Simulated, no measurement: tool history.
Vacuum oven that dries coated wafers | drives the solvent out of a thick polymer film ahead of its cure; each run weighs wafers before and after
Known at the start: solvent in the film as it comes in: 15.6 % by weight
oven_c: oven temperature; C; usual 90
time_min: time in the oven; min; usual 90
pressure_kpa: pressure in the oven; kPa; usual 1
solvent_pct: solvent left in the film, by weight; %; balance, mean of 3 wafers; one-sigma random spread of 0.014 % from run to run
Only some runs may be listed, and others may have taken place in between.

run,day,oven_c,time_min,pressure_kpa,solvent_pct
1,0,90,90,1,1.62
2,1.575,90,90,1,1.64
3,3.683,90,90,1,1.63
4,5.683,90,90,3.36,2.44
5,7.462,90,90,3.36,2.44
6,9.488,90,57,1,3.24
7,10.55,90,90,1,1.64
8,12.796,90,90,1,1.63
9,14.679,90,90,1,1.61
10,17.092,90,90,1,1.62
11,19.367,90,90,1,1.62
12,21.329,90,90,1,1.63
13,23.096,90,90,1.15,1.67
14,24.138,90,90,1,1.6
15,26.233,90,90,1,1.61
16,27.308,95,90,1,0.88
17,29.517,95,90,1,0.88
# day 30.262: vacuum gauge cleaned of residue and calibrated
18,31.238,95,90,1,0.8
19,32.488,95,90,1,0.81
20,34.867,95,90,1,0.81
21,36.117,95,90,1,0.79
22,38.058,95,90,1,0.79
23,39.046,95,90,1,0.81
24,40.692,90,90,1.75,1.72
25,42.771,97,159,1.51,0.45
26,44.642,97,45,0.56,2.22
27,46.262,87,77,0.74,2.5
28,47.558,87,77,0.74,2.47
29,48.625,87,116,2.82,2.04
30,50.254,76,90,2.11,5.48
31,51.696,76,90,2.11,5.46
32,53.579,76,90,2.11,5.44
33,55.071,86,59,2.91,4.52
34,56.179,88,82,0.51,1.97
35,57.912,90,94,1,1.36
36,60.292,90,94,1,1.35
37,61.533,90,94,1,1.35
38,62.792,102,52,0.52,0.9
39,64.329,90,85,1.42,1.72
40,65.492,94,117,3.39,1.29
41,67.812,92,117,3.84,1.64
42,69.296,92,117,3.84,1.61
43,71.1,89,154,0.99,0.66
44,73.192,89,154,0.99,0.66
45,74.95,90,99,1.95,1.53
46,76.008,90,63,1.7,2.78

Below are 3 alternative next runs, each starting from the tool's condition after run 46. Predict each:
A,78.054,90,63,2.16,?
B,78.054,90,54,1.7,?
C,78.054,82,54,2.14,?

run,solvent_pct
A,2.92
B,3.38
C,5.76
Without the tool's hidden state the same runs would have given:
run,solvent_pct
A,3.25
B,3.75
C,6.17

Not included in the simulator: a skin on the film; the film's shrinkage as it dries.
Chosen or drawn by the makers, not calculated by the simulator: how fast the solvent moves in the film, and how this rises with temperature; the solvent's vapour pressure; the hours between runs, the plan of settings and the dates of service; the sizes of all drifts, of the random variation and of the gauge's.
